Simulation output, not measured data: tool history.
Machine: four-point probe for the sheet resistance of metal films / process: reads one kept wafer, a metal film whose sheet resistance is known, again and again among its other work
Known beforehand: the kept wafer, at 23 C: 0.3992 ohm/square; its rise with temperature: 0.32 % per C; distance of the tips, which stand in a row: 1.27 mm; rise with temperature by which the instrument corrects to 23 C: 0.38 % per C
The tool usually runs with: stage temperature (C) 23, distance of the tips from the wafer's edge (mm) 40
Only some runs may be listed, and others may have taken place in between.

| run | hour | stage temperature (C) | distance of the tips from the wafer's edge (mm) | sheet resistance as the instrument gives it (ohm/square) |
|---|---|---|---|---|
| 1 | 0 | 23 | 40 | 0.399429 |
| 2 | 54.5 | 23 | 40 | 0.399488 |
| 3 | 129.5 | 23 | 40 | 0.399357 |
| 4 | 258 | 33 | 40 | 0.39714 |
| 5 | 390.5 | 33 | 40 | 0.397119 |
|  | 400.5 | stage's thermometer calibrated |
| 6 | 469.1 | 33 | 40 | 0.397281 |
| 7 | 555.5 | 23 | 45 | 0.399375 |
| 8 | 646 | 30 | 40 | 0.397902 |
| 9 | 715.5 | 30 | 40 | 0.397898 |
| 10 | 808.3 | 24 | 40 | 0.399249 |
| 11 | 905.6 | 24 | 40 | 0.398897 |
| 12 | 1018.1 | 24 | 40 | 0.399087 |
| 13 | 1099.9 | 27 | 40 | 0.398536 |
| 14 | 1225.5 | 27 | 40 | 0.398489 |
| 15 | 1314.5 | 34 | 40 | 0.396971 |
| 16 | 1400.9 | 34 | 40 | 0.397128 |
| 17 | 1527.6 | 20 | 40 | 0.400069 |
| 18 | 1610.5 | 20 | 40 | 0.400153 |
| 19 | 1675.6 | 23 | 27 | 0.399695 |
| 20 | 1782.8 | 23 | 40 | 0.399304 |
| 21 | 1902.8 | 23 | 40 | 0.399504 |
| 22 | 2036.6 | 32 | 40 | 0.397428 |
| 23 | 2121.2 | 19 | 8 | 0.405467 |
| 24 | 2187.2 | 18 | 4 | 0.42084 |
| 25 | 2263.5 | 18 | 4 | 0.42097 |
| 26 | 2380.8 | 20 | 25 | 0.400403 |
| 27 | 2478.8 | 23 | 9 | 0.403254 |
| 28 | 2576.6 | 23 | 9 | 0.403446 |
| 29 | 2662.9 | 23 | 9 | 0.403387 |
| 30 | 2760.1 | 22 | 6 | 0.408794 |
| 31 | 2868 | 22 | 6 | 0.408845 |
| 32 | 2985.8 | 22 | 14 | 0.40109 |
| 33 | 3079.8 | 31 | 16 | 0.398661 |
| 34 | 3134.3 | 23 | 10 | 0.402599 |
| 35 | 3255.7 | 30 | 25 | 0.398148 |
| 36 | 3376.6 | 24 | 9 | 0.403027 |
| 37 | 3478.8 | 33 | 30 | 0.397403 |
| 38 | 3569.4 | 28 | 7 | 0.404946 |
|  | 3592.2 | new probe head fitted |
| 39 | 3628 | 26 | 7 | 0.405523 |
| 40 | 3722.5 | 34 | 7 | 0.403844 |
| 41 | 3812.2 | 19 | 71 | 0.400222 |
| 42 | 3922.6 | 27 | 18 | 0.399423 |
| 43 | 3978.3 | 27 | 18 | 0.39928 |
| 44 | 4066.3 | 27 | 7 | 0.405178 |

What if the next run were any one of these 4? Each begins from the tool's condition after run 44:
| A | 4120.9 | 23 | 3 | ? |
| B | 4120.9 | 28 | 40 | ? |
| C | 4120.9 | 22 | 5 | ? |
| D | 4120.9 | 20 | 4 | ? |

| run | sheet resistance as the instrument gives it (ohm/square) |
|---|---|
| A | 0.434017 |
| B | 0.398263 |
| C | 0.412837 |
| D | 0.42041 |
What these runs would have given with no unlogged condition in the tool:
| run | sheet resistance as the instrument gives it (ohm/square) |
|---|---|
| A | 0.434027 |
| B | 0.398272 |
| C | 0.412846 |
| D | 0.420419 |

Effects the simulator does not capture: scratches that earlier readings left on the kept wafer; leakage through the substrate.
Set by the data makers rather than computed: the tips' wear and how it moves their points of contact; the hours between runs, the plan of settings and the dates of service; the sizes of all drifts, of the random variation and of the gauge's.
